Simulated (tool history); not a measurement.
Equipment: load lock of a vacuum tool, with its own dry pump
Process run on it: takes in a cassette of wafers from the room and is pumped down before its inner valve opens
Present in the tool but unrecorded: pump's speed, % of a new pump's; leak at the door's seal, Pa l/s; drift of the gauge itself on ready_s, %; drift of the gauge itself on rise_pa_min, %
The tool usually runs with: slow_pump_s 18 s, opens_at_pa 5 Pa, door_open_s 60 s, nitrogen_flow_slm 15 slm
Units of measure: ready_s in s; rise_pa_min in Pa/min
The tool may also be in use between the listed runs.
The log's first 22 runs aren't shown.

run     hour  slow_pump_s  opens_at_pa  door_open_s  nitrogen_flow_slm  hours that the pump has run since its overhaul  times that the door has closed on its seal  incoming humidity of the room's air, %  ready_s  rise_pa_min
 23  10625.3           12            6           82                 15                                            4738                                       34279                                    46.8     24.2        0.077
 24  10923.6           10            5           60                 15                                            5037                                       34723                                    44.8     23.1        0.066
 25  11331.1           10            5           60                 15                                            5444                                       35331                                    45.7     22.7        0.066
 26  11903.7           36            5           76                 15                                            6017                                       36184                                    47.5     45.9        0.074
 27  12503.6           36            5           76                 15                                            6617                                       37079                                      45     45.9        0.074
 28  12956.4           18            5           27                 15                                            7070                                       37753                                    45.2       30        0.039
 29    13443           18            5          178                 11                                            7556                                       38479                                    43.8     29.8        0.145
 30  14094.7           18            5          178                 11                                            8208                                       39450                                    43.7     29.9        0.143
 31  14526.9           18            5          178                 11                                            8640                                       40094                                    41.2       30        0.127
 32  14842.6           18            5           60                  9                                            8956                                       40565                                    46.5     29.9        0.073
 33  15153.9           18            5           69                  9                                            9267                                       41029                                    45.4     29.6        0.079
 34  15772.7           18            5           69                  9                                            9886                                       41951                                    40.6     29.8         0.07
 35  16191.8           26            4           38                 15                                           10305                                       42576                                    46.2     37.3        0.045
 36  16624.8           12            7           48                  6                                           10738                                       43221                                    44.1     24.2        0.057

What if the next run were any one of these 4? Each begins from the tool's condition after run 36:
  A  16936.8           21            5           60                 15                                           11050                                       43686                                    46.3        ?            ?
  B  16936.8           12            7           48                 14                                           11050                                       43686                                      41        ?            ?
  C  16936.8           31            4           54                  6                                           11050                                       43686                                    44.9        ?            ?
  D  16936.8           30            6           60                 23                                           11050                                       43686                                    43.2        ?            ?

run  ready_s  rise_pa_min
  A     32.4        0.069
  B     24.2        0.054
  C       42        0.075
  D     40.6        0.052
With the hidden condition removed and each run's random variation left untouched, the same runs would have given:
run  ready_s  rise_pa_min
  A     32.4        0.068
  B     24.2        0.053
  C       42        0.074
  D     40.6        0.052

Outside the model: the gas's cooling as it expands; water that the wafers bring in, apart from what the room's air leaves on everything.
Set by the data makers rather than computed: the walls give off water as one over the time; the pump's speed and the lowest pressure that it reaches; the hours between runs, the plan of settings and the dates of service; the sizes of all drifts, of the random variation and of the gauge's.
